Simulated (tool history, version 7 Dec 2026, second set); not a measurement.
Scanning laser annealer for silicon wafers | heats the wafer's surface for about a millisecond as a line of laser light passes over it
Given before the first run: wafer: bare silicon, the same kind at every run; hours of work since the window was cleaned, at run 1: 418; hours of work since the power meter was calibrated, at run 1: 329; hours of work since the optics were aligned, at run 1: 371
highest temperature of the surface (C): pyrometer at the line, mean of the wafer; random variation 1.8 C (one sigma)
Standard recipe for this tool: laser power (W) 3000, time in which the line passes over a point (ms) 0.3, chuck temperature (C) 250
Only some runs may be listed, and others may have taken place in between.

run	hour	laser power (W)	time in which the line passes over a point (ms)	chuck temperature (C)	hours of work since the window was cleaned	hours of work since the power meter was calibrated	hours of work since the optics were aligned	highest temperature of the surface (C)
1	0	3000	0.3	250	418	329	371	935
2	28.9	3000	0.3	250	437	347	389	932
3	55.4	3000	0.3	250	454	364	406	932
4	93.5	3000	0.3	250	478	389	431	933
5	126.4	3000	0.3	250	500	410	452	934
6	164.5	3000	0.3	250	524	435	477	931
7	210.8	3113	0.3	250	554	465	506	953
8	232	3000	0.3	276	568	478	520	954
9	264.1	3000	0.27	250	588	499	541	893
10	302.6	3000	0.27	250	613	524	566	890
11	334.4	3068	0.3	250	634	544	586	943
12	375.1	2882	0.3	250	660	571	613	899
13	409.8	3000	0.3	250	682	593	635	927
14	451.4	3000	0.3	250	709	620	662	927
15	479.2	3000	0.3	250	727	638	680	924
16	517.5	2718	0.3	250	752	663	704	860
17	546.7	3000	0.23	250	771	681	723	840
18	566.4	3000	0.23	250	783	694	736	837
19	586.4	3000	0.23	250	796	707	749	834
20	616.7	3000	0.3	220	816	727	768	893
21	663.6	3000	0.3	220	846	757	799	890
22	703.4	2593	0.22	244	872	783	824	740
23	733.8	2828	0.211	244	891	802	844	772
24	776.4	2828	0.211	244	919	830	871	768
25	796.1	2828	0.211	244	932	842	884	768
26	830.5	2708	0.3	281	954	865	906	884
# hour 851.6: window over the wafer cleaned
27	852.2	2769	0.253	281	0	877	919	867
28	890.7	2727	0.303	257	25	902	944	887
29	921.5	2900	0.236	235	45	922	964	826
30	947.2	3000	0.3	266	62	939	980	957
31	966.9	3000	0.3	266	74	951	993	955
# hour 977.8: optics aligned, line set to its width
32	1008.8	3201	0.239	285	98	975	20	945
33	1033.3	3201	0.239	285	114	991	36	943
34	1071.5	3201	0.239	285	139	1016	60	945
35	1105.5	3214	0.239	210	161	1037	82	872
36	1127.3	3214	0.239	210	175	1052	96	870
37	1146.9	3214	0.239	210	187	1064	109	868
38	1178	2577	0.275	250	207	1084	129	815
39	1222.1	3000	0.3	275	236	1113	158	966
40	1250.4	2865	0.3	275	254	1131	176	934
41	1273	3260	0.3	265	269	1146	190	1011

Take each entry between the runs: how does the hidden state at the last listed run before it differ from the hidden state at the first listed run after it?
Runs 26 to 27: window over the wafer cleaned (hour 851.6)
  light that passes the window, % of a clean one's: 96.34 -> 99.89; laser's true power over the reading, %: -0.3 -> -0.31; width of the line over the set one, %: 1.84 -> 1.86
  measured result minus the result with no hidden state, highest temperature of the surface (C): -30 -> -8
Runs 31 to 32: optics aligned, line set to its width (hour 977.8)
  light that passes the window, % of a clean one's: 99.61 -> 99.52; width of the line over the set one, %: 1.99 -> 0.04
  measured result minus the result with no hidden state, highest temperature of the surface (C): -12 -> -6

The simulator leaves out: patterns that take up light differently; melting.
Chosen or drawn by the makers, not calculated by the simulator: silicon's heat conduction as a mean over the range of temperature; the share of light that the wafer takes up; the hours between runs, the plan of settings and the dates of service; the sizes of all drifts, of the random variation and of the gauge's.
